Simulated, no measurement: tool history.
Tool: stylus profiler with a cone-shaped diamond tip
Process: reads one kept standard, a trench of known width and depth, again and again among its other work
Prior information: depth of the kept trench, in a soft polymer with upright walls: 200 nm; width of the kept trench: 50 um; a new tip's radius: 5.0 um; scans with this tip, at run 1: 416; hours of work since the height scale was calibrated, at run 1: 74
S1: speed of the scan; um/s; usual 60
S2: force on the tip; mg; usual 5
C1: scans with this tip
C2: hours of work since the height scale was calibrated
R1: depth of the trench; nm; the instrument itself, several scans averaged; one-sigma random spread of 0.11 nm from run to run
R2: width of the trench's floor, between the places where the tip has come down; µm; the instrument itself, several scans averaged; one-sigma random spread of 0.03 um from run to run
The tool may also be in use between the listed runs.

Run 1, hour 0: usual settings; C1 416; C2 74. Result: R1 202.33 nm, R2 47.1 µm.
Run 2, hour 9.6: usual settings; C1 453; C2 80. Result: R1 202.45 nm, R2 47.04 µm.
Run 3, hour 18.1: usual settings; C1 486; C2 86. Result: R1 202.41 nm, R2 47.07 µm.
Run 4, hour 33.3: usual settings; C1 545; C2 97. Result: R1 202.31 nm, R2 47.1 µm.
Run 5, hour 48.8: usual settings; C1 605; C2 107. Result: R1 202.15 nm, R2 47.1 µm.
Run 6, hour 56.7: usual settings but S1 123 um/s; C1 636; C2 113. Result: R1 202.36 nm, R2 47.02 µm.
Run 7, hour 71.4: usual settings but S1 123 um/s; C1 693; C2 123. Result: R1 202.28 nm, R2 47.05 µm.
Run 8, hour 85.7: usual settings but S1 123 um/s; C1 748; C2 133. Result: R1 202.4 nm, R2 46.99 µm.
Run 9, hour 100: usual settings but S1 87 um/s; C1 803; C2 142. Result: R1 202.41 nm, R2 47 µm.
Run 10, hour 111.1: usual settings but S1 87 um/s; C1 846; C2 150. Result: R1 202.34 nm, R2 47.02 µm.
Run 11, hour 122.9: usual settings but S1 87 um/s; C1 892; C2 158. Result: R1 202.35 nm, R2 47.04 µm.
Run 12, hour 136.3: usual settings but S2 14.48 mg; C1 944; C2 167. Result: R1 204.91 nm, R2 47.1 µm.
Run 13, hour 143.6: usual settings but S1 222 um/s; C1 972; C2 172. Result: R1 202.42 nm, R2 46.9 µm.
Run 14, hour 152.7: usual settings but S2 2.42 mg; C1 1007; C2 179. Result: R1 201.32 nm, R2 47.09 µm.
Run 15, hour 164.9: usual settings but S2 2.42 mg; C1 1054; C2 187. Result: R1 201.65 nm, R2 47.03 µm.
Run 16, hour 176.2: usual settings but S2 2.42 mg; C1 1098; C2 195. Result: R1 201.45 nm, R2 47.05 µm.
Run 17, hour 188.4: usual settings but S2 2.42 mg; C1 1145; C2 203. Result: R1 201.46 nm, R2 47.04 µm.
Run 18, hour 204.7: usual settings but S2 12.37 mg; C1 1208; C2 214. Result: R1 204.12 nm, R2 47.12 µm.
Run 19, hour 215.6: usual settings but S2 12.37 mg; C1 1250; C2 222. Result: R1 204.43 nm, R2 47.14 µm.
Run 20, hour 229.8: usual settings but S2 12.37 mg; C1 1305; C2 231. Result: R1 204.29 nm, R2 47.11 µm.
Run 21, hour 242: usual settings but S1 33 um/s; C1 1353; C2 240. Result: R1 202.37 nm, R2 47.19 µm.
Run 22, hour 256.8: usual settings; C1 1410; C2 250. Result: R1 202.36 nm, R2 47.1 µm.
Run 23, hour 270: usual settings; C1 1461; C2 259. Result: R1 202.37 nm, R2 47.12 µm.
Run 24, hour 285.2: usual settings but S1 22 um/s, S2 4.23 mg; C1 1520; C2 269. Result: R1 202.17 nm, R2 47.2 µm.
Run 25, hour 296.7: usual settings but S1 18 um/s, S2 4.23 mg; C1 1564; C2 277. Result: R1 202.09 nm, R2 47.17 µm.
Run 26, hour 309.5: usual settings but S1 239 um/s, S2 4.23 mg; C1 1614; C2 286. Result: R1 202.24 nm, R2 46.86 µm.
Run 27, hour 324.8: usual settings but S1 239 um/s, S2 4.23 mg; C1 1673; C2 297. Result: R1 202.07 nm, R2 46.86 µm.
Run 28, hour 338.9: usual settings but S1 22 um/s, S2 11.73 mg; C1 1727; C2 306. Result: R1 204.24 nm, R2 47.16 µm.
Run 29, hour 352.1: usual settings but S1 109 um/s, S2 2.11 mg; C1 1778; C2 315. Result: R1 201.32 nm, R2 46.91 µm.
Run 30, hour 359.2: usual settings but S1 62 um/s, S2 4.66 mg; C1 1806; C2 320. Result: R1 202.18 nm, R2 47.14 µm.
Run 31, hour 369: usual settings but S1 204 um/s, S2 5.21 mg; C1 1844; C2 327. Result: R1 202.31 nm, R2 46.96 µm.
Run 32, hour 379.9: usual settings but S1 35 um/s; C1 1886; C2 334. Result: R1 202.21 nm, R2 47.18 µm.
Run 33, hour 392: usual settings but S1 156 um/s, S2 5.57 mg; C1 1933; C2 343. Result: R1 202.52 nm, R2 46.97 µm.
Run 34, hour 405.5: usual settings but S1 25 um/s, S2 3.13 mg; C1 1985; C2 352. Result: R1 201.82 nm, R2 47.17 µm.
Run 35, hour 413.5: usual settings but S1 77 um/s, S2 2.92 mg; C1 2016; C2 357. Result: R1 201.55 nm, R2 47.03 µm.
Run 36, hour 427.2: usual settings but S1 23 um/s, S2 2.31 mg; C1 2069; C2 367. Result: R1 201.47 nm, R2 47.07 µm.
Run 37, hour 439: usual settings but S1 23 um/s, S2 2.31 mg; C1 2115; C2 375. Result: R1 201.42 nm, R2 47.18 µm.
Run 38, hour 448.8: usual settings but S1 232 um/s, S2 12.72 mg; C1 2152; C2 382. Result: R1 204.38 nm, R2 46.98 µm.
Run 39, hour 463.7: usual settings but S1 21 um/s, S2 4.51 mg; C1 2210; C2 392. Result: R1 202.2 nm, R2 47.2 µm.
Run 40, hour 474.6: usual settings but S1 21 um/s, S2 4.51 mg; C1 2252; C2 399. Result: R1 202.24 nm, R2 47.12 µm.
Run 41, hour 486: usual settings but S1 21 um/s, S2 1.92 mg; C1 2297; C2 407. Result: R1 201.26 nm, R2 47.12 µm.
Run 42, hour 495.9: usual settings but S1 33 um/s, S2 1.92 mg; C1 2335; C2 414. Result: R1 201.15 nm, R2 47.12 µm.
Run 43, hour 502.8: usual settings but S1 33 um/s, S2 1.92 mg; C1 2361; C2 419. Result: R1 201.29 nm, R2 47.06 µm.

Predict each of these 5 candidate next runs independently; none follows another, all start after run 43:
Run A, hour 516.4: usual settings but S1 33 um/s, S2 1.91 mg; C1 2414; C2 428. Result: R1 ?, R2 ?.
Run B, hour 516.4: usual settings but S1 38 um/s, S2 3.26 mg; C1 2414; C2 428. Result: R1 ?, R2 ?.
Run C, hour 516.4: usual settings but S1 169 um/s, S2 12.29 mg; C1 2414; C2 428. Result: R1 ?, R2 ?.
Run D, hour 516.4: usual settings but S1 196 um/s; C1 2414; C2 428. Result: R1 ?, R2 ?.
Run E, hour 516.4: usual settings but S2 4.67 mg; C1 2414; C2 428. Result: R1 ?, R2 ?.

run      R1     R2
  A  201.45  47.14
  B  201.85  47.12
  C  204.39  47.02
  D  202.32  46.87
  E  202.34  47.12
Stripped of hidden state, with their random variation kept, the same runs would have yielded:
run      R1     R2
  A  201.46  47.14
  B  201.86  47.13
  C  204.39  47.03
  D  202.33  46.87
  E  202.35  47.12
